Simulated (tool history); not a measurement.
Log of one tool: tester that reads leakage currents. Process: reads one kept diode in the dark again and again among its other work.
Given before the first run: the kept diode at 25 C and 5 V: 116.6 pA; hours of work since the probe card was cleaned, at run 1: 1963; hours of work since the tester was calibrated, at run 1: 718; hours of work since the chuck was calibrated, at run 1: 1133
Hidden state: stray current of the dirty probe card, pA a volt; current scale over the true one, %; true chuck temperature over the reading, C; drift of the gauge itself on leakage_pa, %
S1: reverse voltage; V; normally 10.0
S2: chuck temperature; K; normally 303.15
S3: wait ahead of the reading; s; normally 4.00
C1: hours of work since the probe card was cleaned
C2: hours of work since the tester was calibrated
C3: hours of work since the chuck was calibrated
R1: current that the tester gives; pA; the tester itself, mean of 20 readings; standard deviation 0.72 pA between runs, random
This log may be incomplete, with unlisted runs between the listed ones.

run 1 day=0.000 | S1=10.0 S2=303.15 S3=4.00 | C1=1963 C2=718 C3=1133 | R1=266.12
run 2 day=2.871 | S1=10.0 S2=303.15 S3=4.00 | C1=1998 C2=753 C3=1168 | R1=265.31
run 3 day=6.117 | S1=14.1 S2=303.15 S3=4.00 | C1=2037 C2=792 C3=1207 | R1=305.98
run 4 day=7.912 | S1=14.1 S2=303.15 S3=4.00 | C1=2059 C2=814 C3=1229 | R1=306.45
run 5 day=10.304 | S1=10.0 S2=303.15 S3=4.00 | C1=2087 C2=843 C3=1258 | R1=267.03
run 6 day=13.058 | S1=10.0 S2=303.15 S3=4.00 | C1=2121 C2=876 C3=1291 | R1=267.67
run 7 day=15.129 | S1=10.0 S2=301.15 S3=4.00 | C1=2146 C2=901 C3=1316 | R1=225.14
run 8 day=16.633 | S1=10.0 S2=301.15 S3=4.00 | C1=2164 C2=919 C3=1334 | R1=225.81
run 9 day=19.800 | S1=10.0 S2=313.15 S3=4.00 | C1=2202 C2=958 C3=1372 | R1=638.87
run 10 day=21.733 | S1=4.7 S2=295.15 S3=4.91 | C1=2225 C2=981 C3=1396 | R1=98.06
run 11 day=24.542 | S1=4.4 S2=295.15 S3=4.91 | C1=2259 C2=1015 C3=1430 | R1=95.99
run 12 day=27.679 | S1=4.4 S2=333.15 S3=4.91 | C1=2297 C2=1053 C3=1468 | R1=2388.58
run 13 day=30.150 | S1=4.4 S2=333.15 S3=4.91 | C1=2327 C2=1083 C3=1497 | R1=2402.99
run 14 day=32.225 | S1=12.2 S2=303.15 S3=0.58 | C1=2352 C2=1108 C3=1522 | R1=294.86
run 15 day=34.338 | S1=15.5 S2=293.15 S3=0.58 | C1=2378 C2=1133 C3=1548 | R1=139.62
run 16 day=35.838 | S1=10.0 S2=303.15 S3=4.00 | C1=2396 C2=1151 C3=1566 | R1=270.83
run 17 day=39.438 | S1=10.0 S2=303.15 S3=4.00 | C1=2439 C2=1195 C3=1610 | R1=272.48

Measured minus without-hidden-state, run by run (identical run-to-run variation in each term; gauge scatter may differ):
run=1 R1=+25.88
run=2 R1=+26.31
run=3 R1=+34.20
run=4 R1=+34.65
run=5 R1=+27.85
run=6 R1=+28.41
run=7 R1=+26.38
run=8 R1=+26.70
run=9 R1=+50.71
run=10 R1=+12.67
run=11 R1=+12.36
run=12 R1=+138.18
run=13 R1=+141.50
run=14 R1=+36.85
run=15 R1=+31.39
run=16 R1=+32.91
run=17 R1=+33.80
